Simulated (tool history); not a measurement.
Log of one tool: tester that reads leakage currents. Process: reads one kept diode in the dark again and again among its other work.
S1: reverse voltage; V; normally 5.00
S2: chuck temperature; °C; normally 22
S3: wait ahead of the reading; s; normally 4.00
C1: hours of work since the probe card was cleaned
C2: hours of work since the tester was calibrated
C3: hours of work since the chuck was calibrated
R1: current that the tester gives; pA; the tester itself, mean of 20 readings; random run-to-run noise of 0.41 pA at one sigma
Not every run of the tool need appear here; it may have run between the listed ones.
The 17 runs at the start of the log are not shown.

Run 18, day 118.246: usual settings; C1 947; C2 1782; C3 1113. Result: R1 152.32 pA.
At day 122.271: probe card cleaned and baked.
Run 19, day 123.838: usual settings but S2 43 °C; C1 26; C2 1872; C3 1204. Result: R1 844.31 pA.
Run 20, day 132.879: usual settings but S2 43 °C; C1 176; C2 2023; C3 1354. Result: R1 847.36 pA.
Run 21, day 138.838: usual settings but S2 43 °C; C1 275; C2 2122; C3 1453. Result: R1 855.15 pA.
Run 22, day 143.446: usual settings but S1 2.74 V, S3 5.05 s; C1 352; C2 2198; C3 1530. Result: R1 108.26 pA.
Run 23, day 149.850: usual settings but S1 2.74 V, S3 5.05 s; C1 459; C2 2305; C3 1636. Result: R1 109.87 pA.
Run 24, day 155.717: usual settings but S1 2.74 V, S3 5.05 s; C1 556; C2 2402; C3 1734. Result: R1 111.43 pA.
At day 164.733: chuck's temperature calibrated.
Run 25, day 165.754: usual settings but S2 38 °C, S3 6.59 s; C1 722; C2 2568; C3 17. Result: R1 547.04 pA.
Run 26, day 170.983: usual settings but S1 5.12 V, S2 33 °C, S3 1.92 s; C1 809; C2 2655; C3 104. Result: R1 369.96 pA.
Run 27, day 175.604: usual settings but S1 5.12 V, S2 33 °C, S3 1.92 s; C1 885; C2 2732; C3 181. Result: R1 370.73 pA.
Run 28, day 180.267: usual settings but S1 5.12 V, S3 1.16 s; C1 963; C2 2809; C3 258. Result: R1 150.47 pA.
At day 183.312: probe card cleaned and baked.
Run 29, day 186.175: usual settings but S1 5.12 V, S3 1.16 s; C1 48; C2 2905; C3 354. Result: R1 139.19 pA.
Run 30, day 190.667: usual settings but S1 7.20 V, S3 4.25 s; C1 122; C2 2980; C3 429. Result: R1 168.29 pA.
Run 31, day 195.833: usual settings but S1 7.20 V, S2 42 °C, S3 4.25 s; C1 208; C2 3066; C3 515. Result: R1 920.37 pA.
Run 32, day 201.842: usual settings but S3 2.78 s; C1 308; C2 3166; C3 615. Result: R1 143.11 pA.
Run 33, day 206.925: usual settings but S2 34 °C, S3 4.75 s; C1 393; C2 3250; C3 699. Result: R1 402.14 pA.
At day 209.629: tester calibrated.
Run 34, day 213.129: usual settings but S1 14.58 V, S3 1.55 s; C1 494; C2 58; C3 801. Result: R1 268.45 pA.
Run 35, day 222.508: usual settings but S1 14.58 V, S2 23 °C, S3 9.76 s; C1 650; C2 214; C3 957. Result: R1 298.22 pA.
Run 36, day 226.833: usual settings but S1 14.58 V, S2 23 °C, S3 9.76 s; C1 722; C2 286; C3 1029. Result: R1 300.58 pA.
Run 37, day 235.733: usual settings but S1 4.90 V, S2 25 °C, S3 4.12 s; C1 870; C2 434; C3 1177. Result: R1 198.27 pA.
Run 38, day 242.817: usual settings but S1 15.44 V, S2 24 °C, S3 5.91 s; C1 988; C2 552; C3 1295. Result: R1 349.03 pA.
At day 244.579: probe card cleaned and baked.
Run 39, day 252.412: usual settings but S1 1.90 V, S2 40 °C; C1 130; C2 709; C3 1452. Result: R1 417.46 pA.

Each row is a separate what-if for the run after 39, all from the same tool condition, not one after another. Results?
Run A, day 258.700: usual settings but S1 1.41 V, S2 25 °C, S3 0.87 s; C1 235; C2 814; C3 1557. Result: R1 ?.
Run B, day 258.700: usual settings but S1 7.51 V, S2 40 °C; C1 235; C2 814; C3 1557. Result: R1 ?.
Run C, day 258.700: usual settings but S1 1.90 V, S2 53 °C, S3 1.86 s; C1 235; C2 814; C3 1557. Result: R1 ?.
Run D, day 258.700: usual settings but S1 9.46 V, S2 59 °C, S3 0.38 s; C1 235; C2 814; C3 1557. Result: R1 ?.

run       R1
  A   101.89
  B   847.48
  C  1141.62
  D  4032.14
With the hidden condition removed and each run's random variation left untouched, the same runs would have given:
run       R1
  A    93.08
  B   782.52
  C  1065.01
  D  3770.49

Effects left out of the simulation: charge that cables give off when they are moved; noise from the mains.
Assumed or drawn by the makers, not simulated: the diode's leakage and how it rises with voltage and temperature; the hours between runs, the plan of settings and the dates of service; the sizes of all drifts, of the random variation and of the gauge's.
